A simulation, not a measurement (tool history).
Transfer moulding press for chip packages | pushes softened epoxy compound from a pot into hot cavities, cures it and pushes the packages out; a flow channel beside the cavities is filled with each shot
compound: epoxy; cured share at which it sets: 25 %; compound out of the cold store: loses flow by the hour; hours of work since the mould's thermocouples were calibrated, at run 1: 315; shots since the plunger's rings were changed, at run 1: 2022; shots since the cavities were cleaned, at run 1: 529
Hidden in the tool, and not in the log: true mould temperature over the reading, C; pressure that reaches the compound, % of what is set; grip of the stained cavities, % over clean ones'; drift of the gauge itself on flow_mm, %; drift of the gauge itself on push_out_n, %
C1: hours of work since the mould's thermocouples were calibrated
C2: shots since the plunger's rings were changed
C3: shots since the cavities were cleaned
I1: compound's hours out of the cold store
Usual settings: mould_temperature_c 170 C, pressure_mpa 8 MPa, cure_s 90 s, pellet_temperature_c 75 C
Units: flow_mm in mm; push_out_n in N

Run 1, hour 0: usual settings; C1 315; C2 2022; C3 529; I1 16.2. Result: flow_mm 851 mm, push_out_n 196 N.
At hour 4.4: cavities cleaned with cleaning compound and waxed.
Run 2, hour 25: usual settings; C1 325; C2 2231; C3 183; I1 39.2. Result: flow_mm 797 mm, push_out_n 194 N.
Run 3, hour 53.6: usual settings; C1 338; C2 2486; C3 438; I1 28.7. Result: flow_mm 824 mm, push_out_n 187 N.
At hour 68.7: cavities cleaned with cleaning compound and waxed.
Run 4, hour 89: usual settings; C1 353; C2 2788; C3 181; I1 8.8. Result: flow_mm 853 mm, push_out_n 196 N.
Run 5, hour 121.5: usual settings but cure_s 85 s; C1 367; C2 3077; C3 470; I1 45.1. Result: flow_mm 786 mm, push_out_n 205 N.
At hour 133.3: cavities cleaned with cleaning compound and waxed.
Run 6, hour 157.4: usual settings but mould_temperature_c 172 C, cure_s 85 s; C1 383; C2 3383; C3 214; I1 35.3. Result: flow_mm 800 mm, push_out_n 186 N.
Run 7, hour 190.8: usual settings but mould_temperature_c 172 C, cure_s 85 s; C1 398; C2 3680; C3 511; I1 45. Result: flow_mm 770 mm, push_out_n 194 N.
At hour 197.2: cavities cleaned with cleaning compound and waxed.
Run 8, hour 223.1: usual settings but mould_temperature_c 172 C, cure_s 85 s; C1 411; C2 3954; C3 230; I1 25.3. Result: flow_mm 816 mm, push_out_n 191 N.
Run 9, hour 252.8: usual settings but mould_temperature_c 166 C, cure_s 85 s; C1 425; C2 4219; C3 495; I1 19.5. Result: flow_mm 844 mm, push_out_n 264 N.
At hour 260.6: cavities cleaned with cleaning compound and waxed.
Run 10, hour 282.6: usual settings but mould_temperature_c 166 C, cure_s 80 s; C1 437; C2 4471; C3 196; I1 43.8. Result: flow_mm 791 mm, push_out_n 280 N.
Run 11, hour 316.1: usual settings but mould_temperature_c 166 C, cure_s 80 s; C1 452; C2 4769; C3 494; I1 13.7. Result: flow_mm 856 mm, push_out_n 309 N.
At hour 325.6: cavities cleaned with cleaning compound and waxed.
Run 12, hour 343.6: usual settings but mould_temperature_c 166 C, cure_s 80 s; C1 464; C2 5000; C3 160; I1 24.3. Result: flow_mm 828 mm, push_out_n 300 N.
Run 13, hour 359.5: usual settings but mould_temperature_c 166 C, cure_s 80 s; C1 471; C2 5142; C3 302; I1 33.2. Result: flow_mm 814 mm, push_out_n 294 N.
Run 14, hour 378: usual settings but mould_temperature_c 166 C, cure_s 80 s; C1 479; C2 5307; C3 467; I1 11.5. Result: flow_mm 864 mm, push_out_n 313 N.
At hour 390.2: cavities cleaned with cleaning compound and waxed.
Run 15, hour 405.9: usual settings but mould_temperature_c 166 C, cure_s 80 s; C1 491; C2 5541; C3 139; I1 16.5. Result: flow_mm 856 mm, push_out_n 313 N.
At hour 412.3: mould's thermocouples calibrated.
Run 16, hour 435.9: usual settings but mould_temperature_c 166 C, cure_s 80 s; C1 11; C2 5790; C3 388; I1 20. Result: flow_mm 830 mm, push_out_n 308 N.
Run 17, hour 451.3: usual settings but mould_temperature_c 163 C, pressure_mpa 7.12 MPa, pellet_temperature_c 81 C; C1 17; C2 5928; C3 526; I1 30.2. Result: flow_mm 777 mm, push_out_n 262 N.
At hour 455.6: cavities cleaned with cleaning compound and waxed.
Run 18, hour 475.4: usual settings but mould_temperature_c 167 C, pressure_mpa 6.21 MPa, pellet_temperature_c 71 C; C1 27; C2 6129; C3 177; I1 16.8. Result: flow_mm 747 mm, push_out_n 219 N.
Run 19, hour 501.6: usual settings but mould_temperature_c 167 C, pressure_mpa 9.44 MPa, cure_s 87 s, pellet_temperature_c 71 C; C1 39; C2 6362; C3 410; I1 15. Result: flow_mm 920 mm, push_out_n 227 N.
At hour 519.1: cavities cleaned with cleaning compound and waxed.
Run 20, hour 535.4: usual settings but mould_temperature_c 178 C, pressure_mpa 7.5 MPa, cure_s 88 s, pellet_temperature_c 67 C; C1 54; C2 6650; C3 146; I1 23.9. Result: flow_mm 771 mm, push_out_n 169 N.
Run 21, hour 555: usual settings but mould_temperature_c 169 C, pellet_temperature_c 66 C; C1 62; C2 6824; C3 320; I1 14. Result: flow_mm 856 mm, push_out_n 199 N.
At hour 574.2: plunger's sealing rings changed.
At hour 584.6: cavities cleaned with cleaning compound and waxed.
Run 22, hour 584.6: usual settings but mould_temperature_c 169 C, pellet_temperature_c 66 C; C1 74; C2 80; C3 0; I1 10.2. Result: flow_mm 860 mm, push_out_n 205 N.
Run 23, hour 612.8: usual settings but mould_temperature_c 169 C, pellet_temperature_c 66 C; C1 86; C2 331; C3 251; I1 13.6. Result: flow_mm 851 mm, push_out_n 211 N.
Run 24, hour 628.6: usual settings but mould_temperature_c 162 C, pressure_mpa 8.53 MPa, cure_s 103 s, pellet_temperature_c 70 C; C1 93; C2 472; C3 392; I1 26. Result: flow_mm 876 mm, push_out_n 231 N.
At hour 647.2: cavities cleaned with cleaning compound and waxed.
Run 25, hour 659.1: usual settings but mould_temperature_c 162 C, pressure_mpa 8.53 MPa, cure_s 103 s, pellet_temperature_c 70 C; C1 106; C2 730; C3 106; I1 44.7. Result: flow_mm 825 mm, push_out_n 217 N.
Run 26, hour 693.5: usual settings but mould_temperature_c 162 C, pressure_mpa 8.53 MPa, cure_s 103 s, pellet_temperature_c 70 C; C1 122; C2 1036; C3 412; I1 32.5. Result: flow_mm 861 mm, push_out_n 212 N.
At hour 711.6: cavities cleaned with cleaning compound and waxed.
Run 27, hour 731.9: usual settings but pressure_mpa 6.86 MPa, cure_s 79 s, pellet_temperature_c 82 C; C1 138; C2 1364; C3 180; I1 42.5. Result: flow_mm 730 mm, push_out_n 221 N.
Run 28, hour 754.1: usual settings but pressure_mpa 6.86 MPa, cure_s 79 s, pellet_temperature_c 82 C; C1 148; C2 1562; C3 378; I1 31.3. Result: flow_mm 751 mm, push_out_n 228 N.
At hour 775.8: cavities cleaned with cleaning compound and waxed.
Run 29, hour 786: usual settings but pressure_mpa 6.86 MPa, cure_s 79 s, pellet_temperature_c 82 C; C1 162; C2 1832; C3 91; I1 44.2. Result: flow_mm 718 mm, push_out_n 227 N.

Forecast each of these 3 alternatives for the next run:
Run A, hour 823.1: usual settings but pellet_temperature_c 74 C; C1 178; C2 2163; C3 422; I1 18.6. Result: flow_mm ?, push_out_n ?.
Run B, hour 823.1: usual settings but cure_s 72 s; C1 178; C2 2163; C3 422; I1 38.9. Result: flow_mm ?, push_out_n ?.
Run C, hour 823.1: usual settings but mould_temperature_c 174 C, pressure_mpa 6.86 MPa, cure_s 74 s, pellet_temperature_c 82 C; C1 178; C2 2163; C3 422; I1 37.6. Result: flow_mm ?, push_out_n ?.

run  flow_mm  push_out_n
  A      835         197
  B      797         285
  C      728         219
Without the tool's hidden state the same runs would have given:
run  flow_mm  push_out_n
  A      836         193
  B      798         279
  C      729         214
